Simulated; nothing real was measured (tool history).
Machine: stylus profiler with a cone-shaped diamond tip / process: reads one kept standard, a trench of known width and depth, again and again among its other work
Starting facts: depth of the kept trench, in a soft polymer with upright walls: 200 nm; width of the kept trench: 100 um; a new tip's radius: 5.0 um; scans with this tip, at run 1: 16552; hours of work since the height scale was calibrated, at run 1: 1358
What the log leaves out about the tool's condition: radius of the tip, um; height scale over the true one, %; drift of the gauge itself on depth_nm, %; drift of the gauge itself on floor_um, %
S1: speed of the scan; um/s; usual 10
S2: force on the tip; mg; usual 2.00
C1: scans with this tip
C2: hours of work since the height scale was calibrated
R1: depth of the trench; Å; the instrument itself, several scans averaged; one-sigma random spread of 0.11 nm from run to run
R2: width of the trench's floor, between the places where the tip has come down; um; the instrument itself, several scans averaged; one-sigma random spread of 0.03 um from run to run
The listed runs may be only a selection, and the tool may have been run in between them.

run,day,S1,S2,C1,C2,R1,R2
1,0.000,10,2.00,16552,1358,1999.5,96.49
2,2.400,10,2.00,16852,1383,1999.9,96.44
3,5.900,10,2.00,17289,1419,1998.2,96.50
4,8.283,37,2.00,17586,1443,1997.4,96.32
5,10.700,37,2.00,17888,1468,1997.9,96.33
6,13.788,37,2.00,18273,1499,1999.3,96.30
7,16.425,37,2.00,18602,1526,1996.8,96.26
8,18.608,10,0.96,18875,1549,1994.4,96.38
9,22.025,10,2.00,19301,1584,1995.0,96.43
10,25.367,10,2.00,19719,1618,1995.9,96.37
11,27.746,10,0.76,20015,1642,1991.4,96.36
12,32.129,10,2.00,20562,1687,1996.1,96.34
13,35.700,10,2.00,21008,1724,1996.6,96.33
14,38.429,10,2.00,21349,1752,1995.9,96.35
15,40.829,10,2.00,21648,1776,1992.8,96.25
16,42.921,10,2.00,21909,1798,1995.4,96.27
17,46.454,10,2.00,22350,1834,1993.7,96.32
18,49.396,10,2.00,22718,1864,1995.8,96.31
19,53.525,34,2.00,23233,1906,1993.9,96.10
20,56.350,34,2.00,23586,1935,1994.5,96.07
21,59.104,34,5.84,23929,1964,2005.2,96.20
# day 59.471: height scale calibrated on a step standard
22,62.888,5,2.00,24399,35,1988.7,96.18
23,66.188,10,2.00,24811,69,1985.9,96.22
24,69.921,11,1.35,25277,107,1983.5,96.20
# day 71.992: height scale calibrated on a step standard, once more
25,74.092,11,4.99,25795,22,2020.1,96.19
26,77.583,11,4.99,26231,57,2019.5,96.15
27,79.575,11,4.99,26479,78,2019.0,96.17
28,82.492,6,2.71,26844,108,2012.9,96.13
29,86.338,6,1.37,27324,147,2006.3,96.15
30,89.342,6,1.37,27698,178,2007.1,96.14
31,93.088,15,0.75,28166,216,2003.5,95.96
# day 93.512: new tip fitted, height scale calibrated
32,96.104,10,2.45,323,27,2013.0,97.14
33,98.483,10,2.45,621,51,2013.7,97.23
34,102.754,10,2.45,1153,95,2012.9,97.14
35,106.596,21,1.85,1633,134,2010.1,97.07
36,110.050,21,1.85,2064,169,2007.9,97.04
37,112.762,40,4.63,2403,197,2017.8,96.98
38,115.600,15,5.73,2757,226,2019.2,97.03
39,119.379,25,1.53,3228,265,2006.0,96.95
40,122.888,25,1.53,3666,301,2006.2,96.89
41,125.267,8,0.99,3963,325,2002.3,97.02
42,128.475,4,1.32,4364,358,2005.3,96.99
43,131.267,4,1.32,4712,387,2004.5,96.96
44,135.442,10,1.11,5234,429,2002.8,97.00
45,139.383,32,1.97,5726,470,2007.1,96.85
46,141.783,8,1.76,6025,494,2007.5,97.02

Per-run results on a tool with no hidden state, each run keeping its own random variation:
run,R1,R2
1,2010.7,97.14
2,2011.3,97.10
3,2009.9,97.18
4,2009.4,97.01
5,2010.0,97.04
6,2011.7,97.02
7,2009.4,96.99
8,2007.2,97.12
9,2008.2,97.19
10,2009.4,97.15
11,2005.1,97.15
12,2010.2,97.14
13,2011.1,97.15
14,2010.7,97.18
15,2007.7,97.09
16,2010.5,97.12
17,2009.2,97.18
18,2011.6,97.19
19,2010.0,97.00
20,2010.9,96.98
21,2022.0,97.12
22,2011.4,97.12
23,2008.8,97.17
24,2006.8,97.16
25,2019.8,97.17
26,2019.5,97.14
27,2019.2,97.17
28,2013.4,97.15
29,2007.1,97.18
30,2008.2,97.19
31,2005.0,97.02
32,2012.6,97.12
33,2013.5,97.21
34,2013.1,97.15
35,2010.7,97.10
36,2008.7,97.09
37,2019.0,97.04
38,2020.7,97.11
39,2007.8,97.05
40,2008.3,97.01
41,2004.6,97.16
42,2007.9,97.14
43,2007.4,97.12
44,2006.1,97.19
45,2010.8,97.06
46,2011.4,97.24

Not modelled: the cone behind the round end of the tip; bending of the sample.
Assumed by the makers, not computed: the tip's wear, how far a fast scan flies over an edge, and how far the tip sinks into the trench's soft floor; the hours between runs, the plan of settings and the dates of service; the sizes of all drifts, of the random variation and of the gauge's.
